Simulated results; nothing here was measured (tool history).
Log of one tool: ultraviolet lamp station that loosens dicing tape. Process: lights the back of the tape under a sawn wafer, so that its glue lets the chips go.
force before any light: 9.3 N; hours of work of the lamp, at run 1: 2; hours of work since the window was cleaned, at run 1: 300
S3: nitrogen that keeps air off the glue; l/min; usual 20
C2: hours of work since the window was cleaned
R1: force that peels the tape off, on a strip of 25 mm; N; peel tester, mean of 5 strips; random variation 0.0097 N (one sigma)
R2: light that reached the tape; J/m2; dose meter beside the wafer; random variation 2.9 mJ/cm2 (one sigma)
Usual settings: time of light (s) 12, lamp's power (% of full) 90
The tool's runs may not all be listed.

Run 1, day 0: usual settings; hours of work of the lamp 2; C2 300. Result: R1 0.49 N, R2 4080 J/m2.
Run 2, day 0.242: usual settings but lamp's power (% of full) 95; hours of work of the lamp 5; C2 302. Result: R1 0.418 N, R2 4330 J/m2.
Run 3, day 0.517: usual settings but lamp's power (% of full) 95; hours of work of the lamp 8; C2 306. Result: R1 0.417 N, R2 4350 J/m2.
Run 4, day 0.829: usual settings but lamp's power (% of full) 95; hours of work of the lamp 12; C2 309. Result: R1 0.419 N, R2 4260 J/m2.
Run 5, day 1.171: usual settings but lamp's power (% of full) 66; hours of work of the lamp 16; C2 313. Result: R1 1.015 N, R2 3020 J/m2.
Run 6, day 1.529: usual settings but lamp's power (% of full) 66; hours of work of the lamp 20; C2 317. Result: R1 1.014 N, R2 2970 J/m2.
Run 7, day 1.821: usual settings but lamp's power (% of full) 66; hours of work of the lamp 23; C2 321. Result: R1 0.995 N, R2 2940 J/m2.
Run 8, day 2.083: usual settings but lamp's power (% of full) 75; hours of work of the lamp 26; C2 324. Result: R1 0.749 N, R2 3380 J/m2.
Run 9, day 2.404: usual settings but lamp's power (% of full) 68; hours of work of the lamp 30; C2 327. Result: R1 0.987 N, R2 3090 J/m2.
Run 10, day 2.7: usual settings but lamp's power (% of full) 68; hours of work of the lamp 33; C2 331. Result: R1 0.969 N, R2 3050 J/m2.
Run 11, day 2.958: usual settings but lamp's power (% of full) 68; hours of work of the lamp 36; C2 334. Result: R1 0.923 N, R2 3070 J/m2.
Run 12, day 3.304: usual settings; hours of work of the lamp 40; C2 338. Result: R1 0.511 N, R2 4070 J/m2.
Run 13, day 3.738: usual settings; hours of work of the lamp 45; C2 343. Result: R1 0.495 N, R2 4090 J/m2.
Run 14, day 4.029: usual settings but lamp's power (% of full) 93; hours of work of the lamp 49; C2 346. Result: R1 0.461 N, R2 4200 J/m2.
Run 15, day 4.438: usual settings but lamp's power (% of full) 93; hours of work of the lamp 53; C2 351. Result: R1 0.45 N, R2 4190 J/m2.
Run 16, day 4.779: usual settings but S3 35 l/min; hours of work of the lamp 57; C2 355. Result: R1 0.327 N, R2 4070 J/m2.
Run 17, day 5.229: usual settings but lamp's power (% of full) 79; hours of work of the lamp 63; C2 360. Result: R1 0.683 N, R2 3500 J/m2.
Run 18, day 5.633: usual settings but lamp's power (% of full) 91; hours of work of the lamp 67; C2 365. Result: R1 0.48 N, R2 4050 J/m2.
Run 19, day 5.846: usual settings but lamp's power (% of full) 91, S3 16 l/min; hours of work of the lamp 70; C2 367. Result: R1 0.602 N, R2 4100 J/m2.
Run 20, day 6.088: usual settings but lamp's power (% of full) 91, S3 16 l/min; hours of work of the lamp 72; C2 370. Result: R1 0.591 N, R2 4010 J/m2.
Run 21, day 6.333: usual settings but S3 14 l/min; hours of work of the lamp 75; C2 373. Result: R1 0.677 N, R2 4000 J/m2.
Run 22, day 6.771: usual settings but S3 14 l/min; hours of work of the lamp 80; C2 378. Result: R1 0.677 N, R2 4010 J/m2.
Run 23, day 7.088: usual settings but S3 10 l/min; hours of work of the lamp 84; C2 381. Result: R1 0.931 N, R2 4010 J/m2.
Run 24, day 7.367: usual settings but S3 10 l/min; hours of work of the lamp 87; C2 385. Result: R1 0.908 N, R2 3990 J/m2.
Run 25, day 7.838: usual settings but time of light (s) 10, S3 32 l/min; hours of work of the lamp 93; C2 390. Result: R1 0.588 N, R2 3310 J/m2.
Run 26, day 8.312: usual settings but time of light (s) 21, lamp's power (% of full) 66, S3 24 l/min; hours of work of the lamp 98; C2 395. Result: R1 0.227 N, R2 5180 J/m2.
Run 27, day 8.742: usual settings but time of light (s) 17, lamp's power (% of full) 66, S3 24 l/min; hours of work of the lamp 103; C2 400. Result: R1 0.417 N, R2 4150 J/m2.
Run 28, day 9.104: usual settings but time of light (s) 17, lamp's power (% of full) 66, S3 24 l/min; hours of work of the lamp 107; C2 405. Result: R1 0.405 N, R2 4110 J/m2.
Run 29, day 9.296: usual settings but time of light (s) 17, lamp's power (% of full) 66, S3 24 l/min; hours of work of the lamp 109; C2 407. Result: R1 0.406 N, R2 4170 J/m2.
Run 30, day 9.725: usual settings but time of light (s) 17, lamp's power (% of full) 66, S3 24 l/min; hours of work of the lamp 114; C2 412. Result: R1 0.392 N, R2 4110 J/m2.
Run 31, day 9.988: usual settings but time of light (s) 10, lamp's power (% of full) 61, S3 37 l/min; hours of work of the lamp 117; C2 415. Result: R1 1.274 N, R2 2210 J/m2.
Run 32, day 10.217: usual settings but time of light (s) 7, S3 27 l/min; hours of work of the lamp 120; C2 417. Result: R1 1.421 N, R2 2280 J/m2.
Run 33, day 10.558: usual settings but time of light (s) 22, lamp's power (% of full) 92, S3 6 l/min; hours of work of the lamp 124; C2 421. Result: R1 0.305 N, R2 7360 J/m2.
Run 34, day 11.038: usual settings but time of light (s) 16, lamp's power (% of full) 65; hours of work of the lamp 130; C2 427. Result: R1 0.586 N, R2 3740 J/m2.
Run 35, day 11.404: usual settings but time of light (s) 8, lamp's power (% of full) 65; hours of work of the lamp 134; C2 431. Result: R1 2.223 N, R2 1880 J/m2.
Run 36, day 11.867: usual settings but time of light (s) 8, lamp's power (% of full) 65, S3 16 l/min; hours of work of the lamp 139; C2 436. Result: R1 2.397 N, R2 1880 J/m2.
Run 37, day 12.283: usual settings but time of light (s) 8, lamp's power (% of full) 68, S3 19 l/min; hours of work of the lamp 144; C2 441. Result: R1 2.106 N, R2 1970 J/m2.
Run 38, day 12.75: usual settings but time of light (s) 8, lamp's power (% of full) 68, S3 7 l/min; hours of work of the lamp 149; C2 447. Result: R1 3.307 N, R2 1970 J/m2.
Run 39, day 13.138: usual settings but time of light (s) 8, lamp's power (% of full) 100, S3 7 l/min; hours of work of the lamp 154; C2 451. Result: R1 2.047 N, R2 2860 J/m2.
Run 40, day 13.5: usual settings but time of light (s) 8, lamp's power (% of full) 100, S3 7 l/min; hours of work of the lamp 158; C2 455. Result: R1 2.129 N, R2 2920 J/m2.
Run 41, day 13.821: usual settings but time of light (s) 8, lamp's power (% of full) 100, S3 7 l/min; hours of work of the lamp 162; C2 459. Result: R1 2.133 N, R2 2850 J/m2.
Run 42, day 14.242: usual settings but time of light (s) 7, lamp's power (% of full) 87, S3 12 l/min; hours of work of the lamp 167; C2 464. Result: R1 2.27 N, R2 2230 J/m2.
Run 43, day 14.592: usual settings but time of light (s) 7, lamp's power (% of full) 87, S3 12 l/min; hours of work of the lamp 171; C2 468. Result: R1 2.361 N, R2 2220 J/m2.

Forecast each of these 5 alternatives for the next run:
Run A, day 14.971: usual settings but time of light (s) 8; hours of work of the lamp 175; C2 472. Result: R1 ?, R2 ?.
Run B, day 14.971: usual settings but S3 10 l/min; hours of work of the lamp 175; C2 472. Result: R1 ?, R2 ?.
Run C, day 14.971: usual settings but time of light (s) 7, lamp's power (% of full) 87, S3 9 l/min; hours of work of the lamp 175; C2 472. Result: R1 ?, R2 ?.
Run D, day 14.971: usual settings but time of light (s) 13, lamp's power (% of full) 87; hours of work of the lamp 175; C2 472. Result: R1 ?, R2 ?.
Run E, day 14.971: usual settings but time of light (s) 11, lamp's power (% of full) 71, S3 9 l/min; hours of work of the lamp 175; C2 472. Result: R1 ?, R2 ?.

run     R1    R2
  A   1.31  2590
  B  0.958  3890
  C  2.741  2180
  D   0.48  4080
  E  1.943  2840
Without the tool's hidden state the same runs would have given:
run     R1    R2
  A  1.058  2890
  B  0.749  4340
  C  2.381  2430
  D  0.358  4550
  E  1.625  3160
